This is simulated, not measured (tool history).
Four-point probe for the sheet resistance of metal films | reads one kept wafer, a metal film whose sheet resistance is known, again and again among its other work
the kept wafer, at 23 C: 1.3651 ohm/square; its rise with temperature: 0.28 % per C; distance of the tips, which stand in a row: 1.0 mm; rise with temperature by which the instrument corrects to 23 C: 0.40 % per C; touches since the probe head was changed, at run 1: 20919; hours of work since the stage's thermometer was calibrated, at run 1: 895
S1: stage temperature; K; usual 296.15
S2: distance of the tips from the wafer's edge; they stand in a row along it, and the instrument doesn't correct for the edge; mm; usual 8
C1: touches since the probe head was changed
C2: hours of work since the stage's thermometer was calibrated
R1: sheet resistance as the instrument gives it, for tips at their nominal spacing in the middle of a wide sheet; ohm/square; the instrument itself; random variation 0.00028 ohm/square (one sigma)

run    hour      S1  S2     C1    C2        R1
  1       0  296.15   8  20919   895  1.380842
  2    18.6  296.15   8  21265   909  1.380538
  3      54  296.15   8  21925   935  1.380991
  4    82.4  291.15   8  22452   955  1.388955
  5   108.2  296.15   8  22933   974  1.381023
  6   126.1  304.15   8  23266   987  1.368174
  7   153.9  304.15   8  23783  1008  1.368385
  8   182.9  304.15   8  24323  1029  1.368489
  9     217  296.15   5  24958  1054  1.398118
 10     241  302.15   5  25404  1071  1.389166
 11   262.9  302.15   5  25813  1087  1.388665
 12   288.2  305.15   5  26283  1106  1.384064
 13   312.7  305.15   5  26739  1124   1.38443
 14   336.1  296.15  14  27173  1141  1.372753
 15   369.6  296.15  14  27797  1166  1.373439
 16   401.6  296.15  14  28392  1189  1.373345
 17   420.8  296.15  14  28751  1203  1.372853
 18   452.5  296.15   8  29339  1226  1.380449
      455.5  -- stage's thermometer calibrated
 19   488.9  296.15   8  30007    24  1.380412
 20   504.4  296.15   8  30296    36    1.3804
 21   539.2  296.15  50  30944    61  1.368925
 22   554.7  296.15  50  31233    73  1.370104
      566.6  -- stage's thermometer calibrated, once more
 23   591.2  296.15  50  31902    18  1.371255
 24   607.6  296.15  50  32208    30  1.370898
 25   623.3  299.15   4  32499    42  1.410417
 26   652.9  296.15  18  33051    63   1.37362
 27     672  304.15  15  33407    77  1.361885
 28   702.2  296.15   5  33968    99  1.399811
 29   729.9  296.15   5  34483   120   1.39992
 30   763.9  303.15  47  35116   144  1.360219
 31   791.6  295.15  26  35631   165  1.373789
 32   810.8  306.15  30  35989   179  1.356272
 33   841.6  303.15   7  36561   201  1.374884
 34   877.6  301.15  28  37231   228  1.363766
 35   903.1  297.15   5  37706   246  1.398441
 36   935.3  297.15   5  38307   270  1.398173
 37   957.7  304.15   9  38722   286  1.367448
 38     989  297.15   9  39305   309  1.378016
 39  1011.7  296.15  15  39727   326  1.374098
 40    1038  300.15  23  40217   345  1.366468
 41  1064.6  300.15  14  40711   365  1.369221
 42    1099  293.15  57  41351   390   1.37574
 43  1126.7  307.15   8  41867   410   1.36516
 44  1162.8  304.15  12  42539   436  1.363873
 45    1180  295.15   4  42859   449  1.417387

Forecast each of these 3 alternatives for the next run:
  A  1215.6  294.15  10  43523  475   ?
  B  1215.6  295.15  61  43523  475   ?
  C  1215.6  292.15  39  43523  475   ?

run        R1
  A  1.381913
  B  1.372859
  C  1.377942
Without the tool's hidden state the same runs would have given:
run        R1
  A  1.375787
  B  1.366768
  C  1.371838
